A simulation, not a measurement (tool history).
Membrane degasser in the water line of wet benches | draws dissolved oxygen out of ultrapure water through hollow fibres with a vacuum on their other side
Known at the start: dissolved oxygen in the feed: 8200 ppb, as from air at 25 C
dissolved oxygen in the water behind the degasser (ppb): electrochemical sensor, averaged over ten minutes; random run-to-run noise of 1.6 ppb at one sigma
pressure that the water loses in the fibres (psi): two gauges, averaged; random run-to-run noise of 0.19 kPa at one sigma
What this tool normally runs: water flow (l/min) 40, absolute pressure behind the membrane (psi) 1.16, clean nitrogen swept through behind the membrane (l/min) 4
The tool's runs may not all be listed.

run,hour,water flow (l/min),absolute pressure behind the membrane (psi),clean nitrogen swept through behind the membrane (l/min),dissolved oxygen in the water behind the degasser (ppb),pressure that the water loses in the fibres (psi)
1,0,40,1.16,4,154.5,5.353
2,154.9,40,1.16,4,157.3,5.317
3,220.9,40,1.16,6.34,117.4,5.345
4,365.2,40,1.16,6.34,116.6,5.343
5,518.7,40,1.16,6.34,116.3,5.321
6,596.5,40,1.16,6.34,117.5,5.326
7,702.1,40,1.16,6.34,117.4,5.314
# hour 784.4: vacuum gauge calibrated
8,858.8,40,1.16,11.17,86.6,5.314
9,979.2,40,1.16,11.17,87.3,5.333
10,1080.4,40,1.16,11.17,86,5.362
11,1186.4,40,1.534,4,211,5.381
12,1271.5,40,1.534,4,212.5,5.295
13,1406.6,43,0.801,5.8,100,5.722
14,1535.2,43,1.568,8.19,158.2,5.765
15,1663.6,48,1.672,4,317.3,6.419

Consider 4 possible next runs. They are alternatives, not a sequence: every one starts from the tool as it was left by run 15. What does each give?
A,1748.1,45,0.728,4,?,?
B,1748.1,40,1.672,8.46,?,?
C,1748.1,60,1.16,4,?,?
D,1748.1,49,1.16,4,?,?

run,dissolved oxygen in the water behind the degasser (ppb),pressure that the water loses in the fibres (psi)
A,122.6,6.002
B,138,5.388
C,370.1,8.038
D,240.8,6.544
Take away the tool's hidden state, keep each run's random variation, and the runs would have read:
run,dissolved oxygen in the water behind the degasser (ppb),pressure that the water loses in the fibres (psi)
A,122.4,5.997
B,137.8,5.385
C,369.7,8.034
D,240.5,6.54

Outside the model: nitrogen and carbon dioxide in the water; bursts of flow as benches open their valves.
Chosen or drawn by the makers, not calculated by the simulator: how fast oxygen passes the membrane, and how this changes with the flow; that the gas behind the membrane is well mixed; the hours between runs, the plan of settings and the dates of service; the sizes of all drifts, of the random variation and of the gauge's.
